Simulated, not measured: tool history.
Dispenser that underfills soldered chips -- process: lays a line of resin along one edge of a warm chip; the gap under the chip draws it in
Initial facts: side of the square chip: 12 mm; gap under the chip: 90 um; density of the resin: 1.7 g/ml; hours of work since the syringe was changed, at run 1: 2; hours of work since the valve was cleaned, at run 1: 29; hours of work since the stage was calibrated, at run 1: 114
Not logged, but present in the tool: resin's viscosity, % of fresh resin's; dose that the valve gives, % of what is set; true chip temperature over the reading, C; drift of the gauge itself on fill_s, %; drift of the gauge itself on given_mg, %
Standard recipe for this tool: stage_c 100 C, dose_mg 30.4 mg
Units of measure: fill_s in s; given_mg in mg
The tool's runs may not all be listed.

| run | hour | stage_c | dose_mg | hours of work since the syringe was changed | hours of work since the valve was cleaned | hours of work since the stage was calibrated | fill_s | given_mg |
|---|---|---|---|---|---|---|---|---|
| 1 | 0 | 100 | 30.4 | 2 | 29 | 114 | 127.2 | 30.15 |
| 2 | 5.4 | 100 | 30.4 | 5 | 32 | 118 | 147.2 | 30.09 |
|  | 7.3 | new syringe of resin |
| 3 | 11.1 | 100 | 30.4 | 2 | 35 | 121 | 130.5 | 30.01 |
| 4 | 15.7 | 100 | 30.4 | 5 | 38 | 124 | 151.5 | 30.04 |
|  | 17 | new syringe of resin |
| 5 | 19.2 | 91 | 30.4 | 1 | 40 | 126 | 181.5 | 29.96 |
| 6 | 23.8 | 100 | 34.8 | 4 | 43 | 129 | 140.4 | 34.24 |
| 7 | 26.2 | 89 | 34.8 | 6 | 45 | 131 | 238.7 | 34.13 |
|  | 26.8 | new syringe of resin |
| 8 | 29.4 | 100 | 30.4 | 2 | 47 | 132 | 127.7 | 29.9 |
| 9 | 32 | 100 | 30.4 | 3 | 48 | 134 | 136.7 | 29.74 |
|  | 36.7 | new syringe of resin |
| 10 | 37.1 | 100 | 30.4 | 0 | 51 | 137 | 122.1 | 29.77 |
| 11 | 41 | 100 | 30.4 | 3 | 54 | 140 | 137.6 | 29.74 |
| 12 | 44.3 | 101 | 30.4 | 5 | 56 | 142 | 142.2 | 29.74 |
|  | 46.6 | new syringe of resin |
| 13 | 48.4 | 101 | 30.4 | 1 | 58 | 144 | 123.9 | 29.68 |
| 14 | 51.7 | 107 | 28.5 | 3 | 60 | 146 | 109.2 | 27.75 |
| 15 | 54.3 | 104 | 30.4 | 5 | 62 | 148 | 130.7 | 29.54 |
|  | 56.5 | new syringe of resin |
| 16 | 58.3 | 94 | 29.1 | 1 | 64 | 150 | 162.8 | 28.3 |
| 17 | 63.5 | 86 | 27.1 | 4 | 68 | 154 | 272.5 | 26.32 |
|  | 66.6 | new syringe of resin |
| 18 | 67.6 | 95 | 37.6 | 1 | 70 | 156 | 145.9 | 36.36 |
| 19 | 70.4 | 87 | 38.6 | 2 | 72 | 158 | 220.6 | 37.47 |
| 20 | 75.9 | 87 | 38.6 | 6 | 75 | 161 | 258.4 | 37.32 |

Run 21 comes next. What will it give?
|  | 76.4 | new syringe of resin |
| 21 | 81 | 87 | 38.6 | 3 | 79 | 164 | ? | ? |

{"run 21": {"fill_s": 236.9, "given_mg": 37.31}}
Minus the tool's unlogged condition, the same run would have read fill_s 198 s, given_mg 38.62 mg.
